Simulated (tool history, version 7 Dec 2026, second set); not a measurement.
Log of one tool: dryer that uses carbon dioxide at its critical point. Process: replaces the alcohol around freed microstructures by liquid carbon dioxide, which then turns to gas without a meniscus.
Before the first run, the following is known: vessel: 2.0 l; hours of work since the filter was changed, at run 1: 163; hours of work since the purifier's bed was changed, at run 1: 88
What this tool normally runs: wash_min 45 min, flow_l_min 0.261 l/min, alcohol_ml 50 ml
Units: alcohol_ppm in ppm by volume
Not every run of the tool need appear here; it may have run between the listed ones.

| run | hour | wash_min | flow_l_min | alcohol_ml | hours of work since the filter was changed | hours of work since the purifier's bed was changed | alcohol_ppm |
|---|---|---|---|---|---|---|---|
| 1 | 0.0 | 45 | 0.261 | 50 | 163 | 88 | 136 |
| 2 | 6.7 | 45 | 0.261 | 50 | 166 | 91 | 149 |
| 3 | 17.9 | 45 | 0.261 | 50 | 172 | 96 | 147 |
| 4 | 23.5 | 45 | 0.261 | 50 | 174 | 98 | 145 |
| 5 | 29.0 | 45 | 0.261 | 50 | 177 | 101 | 154 |
| 6 | 36.1 | 45 | 0.261 | 50 | 180 | 104 | 157 |
| 7 | 45.3 | 45 | 0.171 | 50 | 184 | 108 | 826 |
| 8 | 55.3 | 45 | 0.171 | 50 | 189 | 113 | 823 |
| 9 | 61.2 | 45 | 0.261 | 50 | 191 | 116 | 166 |
| 10 | 68.0 | 45 | 0.261 | 50 | 195 | 119 | 156 |
| 11 | 78.2 | 45 | 0.261 | 50 | 199 | 124 | 162 |
| 12 | 86.8 | 45 | 0.261 | 67 | 203 | 128 | 207 |
| 13 | 96.9 | 45 | 0.261 | 31 | 208 | 132 | 124 |
| 14 | 106.0 | 45 | 0.261 | 31 | 212 | 136 | 127 |
| 15 | 117.1 | 45 | 0.255 | 50 | 217 | 142 | 191 |
| 16 | 124.8 | 45 | 0.255 | 50 | 221 | 145 | 191 |
| 17 | 129.9 | 45 | 0.255 | 50 | 223 | 147 | 208 |
| 18 | 137.6 | 45 | 0.261 | 42 | 227 | 151 | 166 |
| 19 | 148.1 | 45 | 0.261 | 42 | 232 | 156 | 167 |
| 20 | 154.6 | 45 | 0.261 | 50 | 235 | 159 | 183 |
| 21 | 162.9 | 45 | 0.198 | 51 | 238 | 163 | 544 |
| 22 | 173.4 | 45 | 0.369 | 28 | 243 | 167 | 60 |
| 23 | 180.7 | 38 | 0.359 | 83 | 247 | 171 | 148 |
| 24 | 188.8 | 39 | 0.278 | 22 | 250 | 175 | 159 |
| 25 | 198.4 | 45 | 0.261 | 49 | 255 | 179 | 193 |
| 26 | 206.6 | 45 | 0.261 | 49 | 258 | 183 | 197 |
| 27 | 212.0 | 45 | 0.261 | 49 | 261 | 185 | 195 |
| 28 | 222.7 | 45 | 0.261 | 49 | 266 | 190 | 204 |
| 29 | 228.1 | 28 | 0.261 | 98 | 268 | 193 | 1942 |
| 30 | 236.6 | 28 | 0.261 | 98 | 272 | 197 | 1952 |
| 31 | 243.5 | 28 | 0.261 | 98 | 275 | 200 | 1966 |
| 32 | 253.6 | 33 | 0.415 | 84 | 280 | 204 | 156 |
| 33 | 259.6 | 29 | 0.179 | 35 | 283 | 207 | 1919 |
| 34 | 268.4 | 63 | 0.384 | 24 | 287 | 211 | 74 |
| 35 | 274.4 | 45 | 0.261 | 52 | 290 | 214 | 237 |
| 36 | 280.7 | 58 | 0.439 | 40 | 293 | 217 | 75 |
| 37 | 286.8 | 58 | 0.354 | 40 | 295 | 220 | 79 |
| 38 | 295.2 | 58 | 0.354 | 40 | 299 | 224 | 88 |
| 39 | 307.5 | 58 | 0.165 | 40 | 305 | 229 | 415 |

Some steps in alcohol_ppm between neighbouring runs. How much of each would the tool show without its hidden state too (settings, what came in, random variation), and how much is left for the hidden state, with any gauge scatter that isn't in both results?
The hidden state here: flow that reaches the vessel past the clogged filter, %; alcohol in the recycled carbon dioxide, ppm; drift of the gauge itself on alcohol_ppm, %.
Run 28 -> 29: wash_min 45 -> 28, alcohol_ml 49 -> 98. alcohol_ppm +1738 ppm by volume: hidden state +460, all else +1278.
Run 31 -> 32: wash_min 28 -> 33, flow_l_min 0.261 -> 0.415, alcohol_ml 98 -> 84. alcohol_ppm -1810 ppm by volume: hidden state -481, all else -1329.
Run 32 -> 33: wash_min 33 -> 29, flow_l_min 0.415 -> 0.179, alcohol_ml 84 -> 35. alcohol_ppm +1763 ppm by volume: hidden state +343, all else +1420.
Run 33 -> 34: wash_min 29 -> 63, flow_l_min 0.179 -> 0.384, alcohol_ml 35 -> 24. alcohol_ppm -1845 ppm by volume: hidden state -382, all else -1463.
